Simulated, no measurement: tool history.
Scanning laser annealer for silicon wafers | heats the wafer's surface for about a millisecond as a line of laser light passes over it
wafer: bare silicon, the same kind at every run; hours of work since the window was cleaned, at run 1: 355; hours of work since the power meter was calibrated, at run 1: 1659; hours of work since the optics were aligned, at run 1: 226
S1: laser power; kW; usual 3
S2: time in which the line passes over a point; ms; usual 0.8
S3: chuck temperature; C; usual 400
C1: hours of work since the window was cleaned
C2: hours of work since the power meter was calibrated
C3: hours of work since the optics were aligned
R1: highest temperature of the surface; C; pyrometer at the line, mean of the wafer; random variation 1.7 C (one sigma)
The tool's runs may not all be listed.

run,day,S1,S2,S3,C1,C2,C3,R1
1,0,3,0.8,400,355,1659,226,1176
2,2.471,3,0.8,400,400,1704,271,1172
3,3.692,3,0.8,400,422,1726,294,1173
4,5.492,3,0.8,400,455,1759,327,1175
5,7.7,3,0.8,400,496,1800,367,1171
6,8.992,3,0.8,400,520,1824,391,1170
7,11.229,3,0.8,400,561,1865,432,1170
8,13.692,3,0.8,400,606,1910,477,1165
# day 14.946: window over the wafer cleaned
9,14.958,3,0.8,394,0,1931,499,1181
10,16.288,3,0.8,394,25,1956,523,1184
11,18.492,3,0.8,370,65,1996,563,1156
12,19.692,3,0.8,400,87,2018,585,1185
13,22.15,3,0.8,400,132,2063,631,1185
14,23.796,3,0.8,400,162,2093,661,1186
15,25.458,3,0.8,400,193,2124,691,1183
16,27.512,3,0.8,400,230,2162,729,1179
17,28.783,3,0.8,400,254,2185,752,1179
# day 29.15: optics aligned, line set to its width
18,30.146,3,0.865,420,275,2206,18,1220
19,32.142,2.811,0.704,402,311,2243,55,1089
20,33.575,3.178,0.704,402,338,2269,81,1177
# day 34.596: optics aligned, line set to its width, once more
21,35.192,3.178,0.704,402,364,2295,11,1183
22,36.904,3.266,0.593,388,395,2326,42,1135
23,39.129,3.266,0.593,388,436,2367,83,1133
24,41.438,3.013,0.677,401,478,2409,125,1125
25,42.471,2.671,0.896,371,497,2428,144,1097
26,43.962,2.811,0.896,366,524,2456,172,1129
27,45.979,2.811,0.896,366,561,2493,209,1125
28,47.825,3,0.725,434,595,2526,243,1171
# day 49.608: window over the wafer cleaned
29,49.792,2.903,0.8,400,3,2561,277,1166

5 ways to go on from here, each from the tool as it stands after run 29. What would each give?
A,51.779,2.92,0.8,380,40,2597,314,?
B,51.779,3.183,0.8,400,40,2597,314,?
C,51.779,2.741,0.911,400,40,2597,314,?
D,51.779,3,0.904,430,40,2597,314,?
E,51.779,2.74,0.679,365,40,2597,314,?

run,R1
A,1150
B,1240
C,1164
D,1267
E,1040
Without the tool's hidden state the same runs would have given:
run,R1
A,1153
B,1243
C,1167
D,1270
E,1042

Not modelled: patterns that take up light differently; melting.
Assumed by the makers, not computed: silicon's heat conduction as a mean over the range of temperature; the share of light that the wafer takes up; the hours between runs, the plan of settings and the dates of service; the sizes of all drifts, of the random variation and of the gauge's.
